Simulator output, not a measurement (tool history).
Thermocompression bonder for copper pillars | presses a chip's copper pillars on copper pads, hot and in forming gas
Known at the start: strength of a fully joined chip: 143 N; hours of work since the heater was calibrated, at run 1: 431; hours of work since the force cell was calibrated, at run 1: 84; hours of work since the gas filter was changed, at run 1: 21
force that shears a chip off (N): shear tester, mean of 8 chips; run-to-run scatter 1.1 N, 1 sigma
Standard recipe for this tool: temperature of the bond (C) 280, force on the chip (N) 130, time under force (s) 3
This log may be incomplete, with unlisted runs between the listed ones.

run,hour,temperature of the bond (C),force on the chip (N),time under force (s),hours of work since the heater was calibrated,hours of work since the force cell was calibrated,hours of work since the gas filter was changed,force that shears a chip off (N)
1,0.0,280,130,3,431,84,21,99.7
2,7.9,280,130,3,434,88,24,102.4
3,15.5,280,130,3,438,91,28,101.7
4,23.0,280,130,3,441,95,31,97.5
5,30.2,280,189,3,445,98,35,116.0
6,36.6,280,136,3,448,101,37,101.9
7,45.2,280,136,3,452,105,41,103.5
8,49.9,280,136,3,454,107,44,104.7
9,58.3,280,136,3,458,111,48,99.6
10,65.6,280,136,3,461,114,51,101.8
11,71.0,280,136,3,464,117,53,102.3
12,75.7,280,136,3,466,119,56,101.1
13,80.7,301,130,3,468,121,58,118.5
14,87.4,301,130,3,471,125,61,117.8
15,94.8,301,130,3,475,128,64,115.6
16,100.2,280,91,3,477,130,67,87.3
17,107.5,280,91,3,481,134,70,86.2
18,116.0,280,91,3,485,138,74,87.2
19,125.9,280,91,3,489,142,79,86.9
20,136.3,280,91,3,494,147,84,85.6
21,143.4,305,142,7,497,150,87,132.1
22,151.5,288,130,6,501,154,91,122.3
23,155.8,280,101,3,503,156,93,89.0

Estimate the outcome of run 24 from the log above:
24,161.1,280,101,3,505,159,95,?

force that shears a chip off (N): 90.3
With the hidden condition absent and the run-to-run variation left alone, this run would have shown force that shears a chip off (N) 87.5.
